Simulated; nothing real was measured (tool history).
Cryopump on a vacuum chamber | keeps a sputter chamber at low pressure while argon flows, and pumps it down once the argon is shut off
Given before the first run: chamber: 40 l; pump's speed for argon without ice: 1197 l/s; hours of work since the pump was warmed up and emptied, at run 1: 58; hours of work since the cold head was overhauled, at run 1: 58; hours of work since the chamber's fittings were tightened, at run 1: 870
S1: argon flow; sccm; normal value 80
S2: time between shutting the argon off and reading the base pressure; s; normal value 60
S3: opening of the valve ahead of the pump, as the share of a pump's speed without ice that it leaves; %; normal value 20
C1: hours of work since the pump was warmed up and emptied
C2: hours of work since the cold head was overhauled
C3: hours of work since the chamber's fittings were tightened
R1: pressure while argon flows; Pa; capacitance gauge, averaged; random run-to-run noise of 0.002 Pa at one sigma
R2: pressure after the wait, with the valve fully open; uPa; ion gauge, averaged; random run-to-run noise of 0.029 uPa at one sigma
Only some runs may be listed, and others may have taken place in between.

{"run": 1, "hour": 0.0, "S1": 80, "S2": 60, "S3": 20, "C1": 58, "C2": 58, "C3": 870, "R1": 0.5674, "R2": 2.35}
{"run": 2, "hour": 32.5, "S1": 80, "S2": 60, "S3": 20, "C1": 78, "C2": 78, "C3": 890, "R1": 0.5685, "R2": 2.37}
{"run": 3, "hour": 73.9, "S1": 80, "S2": 60, "S3": 20, "C1": 104, "C2": 104, "C3": 916, "R1": 0.5668, "R2": 2.43}
{"run": 4, "hour": 107.7, "S1": 80, "S2": 60, "S3": 20, "C1": 125, "C2": 125, "C3": 937, "R1": 0.571, "R2": 2.45}
{"run": 5, "hour": 135.1, "S1": 80, "S2": 60, "S3": 27, "C1": 142, "C2": 142, "C3": 954, "R1": 0.4241, "R2": 2.52}
{"run": 6, "hour": 157.4, "S1": 80, "S2": 60, "S3": 27, "C1": 156, "C2": 156, "C3": 968, "R1": 0.4258, "R2": 2.46}
{"run": 7, "hour": 177.8, "S1": 80, "S2": 60, "S3": 20, "C1": 168, "C2": 168, "C3": 980, "R1": 0.5746, "R2": 2.57}
{"run": 8, "hour": 204.4, "S1": 80, "S2": 60, "S3": 20, "C1": 185, "C2": 185, "C3": 997, "R1": 0.5739, "R2": 2.49}
{"run": 9, "hour": 228.0, "S1": 37, "S2": 60, "S3": 20, "C1": 200, "C2": 200, "C3": 1012, "R1": 0.2635, "R2": 2.51}
{"run": 10, "hour": 254.6, "S1": 37, "S2": 60, "S3": 20, "C1": 216, "C2": 216, "C3": 1028, "R1": 0.2635, "R2": 2.55}
{"run": 11, "hour": 296.1, "S1": 80, "S2": 24, "S3": 59, "C1": 242, "C2": 242, "C3": 1054, "R1": 0.2031, "R2": 4.35}
{"run": 12, "hour": 322.5, "S1": 131, "S2": 24, "S3": 36, "C1": 258, "C2": 258, "C3": 1070, "R1": 0.536, "R2": 4.26}
{"run": 13, "hour": 363.7, "S1": 131, "S2": 24, "S3": 36, "C1": 284, "C2": 284, "C3": 1096, "R1": 0.5354, "R2": 4.58}
{"run": 14, "hour": 399.7, "S1": 127, "S2": 49, "S3": 40, "C1": 306, "C2": 306, "C3": 1118, "R1": 0.4706, "R2": 2.97}
{"run": 15, "hour": 424.1, "S1": 73, "S2": 49, "S3": 30, "C1": 321, "C2": 321, "C3": 1133, "R1": 0.3563, "R2": 2.98}
{"run": 16, "hour": 450.4, "S1": 90, "S2": 172, "S3": 22, "C1": 338, "C2": 338, "C3": 1150, "R1": 0.5997, "R2": 2.09}
{"run": 17, "hour": 476.0, "S1": 90, "S2": 172, "S3": 22, "C1": 353, "C2": 353, "C3": 1165, "R1": 0.5954, "R2": 2.15}
{"run": 18, "hour": 512.4, "S1": 90, "S2": 71, "S3": 22, "C1": 376, "C2": 376, "C3": 1188, "R1": 0.5976, "R2": 2.75}
{"run": 19, "hour": 529.5, "S1": 96, "S2": 95, "S3": 47, "C1": 387, "C2": 387, "C3": 1199, "R1": 0.3087, "R2": 2.55}
{"run": 20, "hour": 546.8, "S1": 68, "S2": 138, "S3": 23, "C1": 397, "C2": 397, "C3": 1209, "R1": 0.4328, "R2": 2.32}

Predict each of these 3 candidate next runs independently; none follows another, all start after run 20:
{"run": "A", "hour": 570.4, "S1": 80, "S2": 84, "S3": 20, "C1": 412, "C2": 412, "C3": 1224, "R1": "?", "R2": "?"}
{"run": "B", "hour": 570.4, "S1": 80, "S2": 38, "S3": 17, "C1": 412, "C2": 412, "C3": 1224, "R1": "?", "R2": "?"}
{"run": "C", "hour": 570.4, "S1": 68, "S2": 122, "S3": 23, "C1": 412, "C2": 412, "C3": 1224, "R1": "?", "R2": "?"}

run=A R1=0.5857 R2=2.7
run=B R1=0.6837 R2=3.66
run=C R1=0.4344 R2=2.36
With the hidden condition removed and each run's random variation left untouched, the same runs would have given:
run=A R1=0.5658 R2=1.11
run=B R1=0.6638 R2=2.05
run=C R1=0.4175 R2=0.82
